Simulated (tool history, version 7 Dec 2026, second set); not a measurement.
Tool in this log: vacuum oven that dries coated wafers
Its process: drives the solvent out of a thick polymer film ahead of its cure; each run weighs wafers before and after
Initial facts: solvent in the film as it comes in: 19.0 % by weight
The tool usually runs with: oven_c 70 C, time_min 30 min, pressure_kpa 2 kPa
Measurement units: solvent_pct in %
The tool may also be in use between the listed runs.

Run 1, hour 0: usual settings. Result: solvent_pct 1.58 %.
Run 2, hour 13.6: usual settings but time_min 34 min. Result: solvent_pct 1.41 %.
Run 3, hour 43.5: usual settings but pressure_kpa 1.04 kPa. Result: solvent_pct 1.16 %.
Run 4, hour 71.2: usual settings but time_min 17 min. Result: solvent_pct 3.18 %.
Run 5, hour 93: usual settings but time_min 17 min. Result: solvent_pct 3.17 %.
Run 6, hour 113.8: usual settings but time_min 17 min. Result: solvent_pct 3.2 %.
Run 7, hour 132.5: usual settings. Result: solvent_pct 1.6 %.
Run 8, hour 146.4: usual settings but oven_c 73 C. Result: solvent_pct 1.2 %.
Run 9, hour 166: usual settings but pressure_kpa 5.51 kPa. Result: solvent_pct 3.15 %.
Run 10, hour 179.6: usual settings but oven_c 64 C, pressure_kpa 5.51 kPa. Result: solvent_pct 4.67 %.
Run 11, hour 195.6: usual settings but oven_c 64 C, pressure_kpa 5.51 kPa. Result: solvent_pct 4.63 %.
Run 12, hour 225.5: usual settings but oven_c 64 C, pressure_kpa 5.51 kPa. Result: solvent_pct 4.68 %.
Run 13, hour 244.1: usual settings but oven_c 64 C, pressure_kpa 7.73 kPa. Result: solvent_pct 5.85 %.
Run 14, hour 263.8: usual settings but oven_c 64 C, pressure_kpa 7.73 kPa. Result: solvent_pct 5.84 %.
Run 15, hour 285: usual settings but oven_c 64 C, pressure_kpa 7.73 kPa. Result: solvent_pct 5.89 %.
Run 16, hour 302.2: usual settings but oven_c 64 C, pressure_kpa 7.73 kPa. Result: solvent_pct 5.88 %.
Run 17, hour 321.6: usual settings but oven_c 78 C, time_min 28 min, pressure_kpa 2.84 kPa. Result: solvent_pct 1.17 %.
Run 18, hour 353: usual settings but oven_c 78 C, time_min 28 min, pressure_kpa 3.72 kPa. Result: solvent_pct 1.44 %.
Run 19, hour 380.6: usual settings but oven_c 61 C, pressure_kpa 2.23 kPa. Result: solvent_pct 3.72 %.
Run 20, hour 404.4: usual settings but oven_c 71 C, time_min 43 min, pressure_kpa 2.23 kPa. Result: solvent_pct 1.27 %.
Run 21, hour 425.6: usual settings but oven_c 71 C, time_min 25 min, pressure_kpa 2.23 kPa. Result: solvent_pct 1.93 %.
Run 22, hour 456: usual settings but oven_c 77 C. Result: solvent_pct 0.98 %.
Run 23, hour 483.9: usual settings but oven_c 74 C, pressure_kpa 7.77 kPa. Result: solvent_pct 3.11 %.
Run 24, hour 503.1: usual settings but oven_c 74 C, pressure_kpa 3.05 kPa. Result: solvent_pct 1.28 %.
Run 25, hour 520.8: usual settings but oven_c 74 C, pressure_kpa 3.05 kPa. Result: solvent_pct 1.34 %.
Run 26, hour 540.3: usual settings but oven_c 74 C, pressure_kpa 1.1 kPa. Result: solvent_pct 0.6 %.
Run 27, hour 558.2: usual settings but oven_c 74 C, time_min 50 min, pressure_kpa 2.39 kPa. Result: solvent_pct 0.92 %.
Run 28, hour 580.7: usual settings but oven_c 74 C, time_min 16 min, pressure_kpa 2.39 kPa. Result: solvent_pct 2.25 %.
Run 29, hour 603.1: usual settings but oven_c 66 C, time_min 17 min, pressure_kpa 4.76 kPa. Result: solvent_pct 5.28 %.
Run 30, hour 621: usual settings but oven_c 66 C, time_min 17 min, pressure_kpa 4.76 kPa. Result: solvent_pct 5.31 %.

Not shown here: 2 entries made in the log between runs. Locate each between two listed runs and compare the hidden state at the listed run before it with the hidden state at the listed run after it:
In the gap between runs 20 and 21: vacuum gauge cleaned of residue and calibrated (hour 408.2)
  true wafer temperature over the reading, C: 0.57 -> 0.6; true pressure over the reading, kPa: 0.544 -> 0.774
  measured value less the no-hidden-state value, solvent_pct: +0.19 -> +0.22 %
In the gap between runs 22 and 23: vacuum gauge cleaned of residue and calibrated, once more (hour 470)
  true wafer temperature over the reading, C: 0.63 -> 0.66; true pressure over the reading, kPa: 0.785 -> -0.006
  measured value less the no-hidden-state value, solvent_pct: +0.23 -> -0.11 %

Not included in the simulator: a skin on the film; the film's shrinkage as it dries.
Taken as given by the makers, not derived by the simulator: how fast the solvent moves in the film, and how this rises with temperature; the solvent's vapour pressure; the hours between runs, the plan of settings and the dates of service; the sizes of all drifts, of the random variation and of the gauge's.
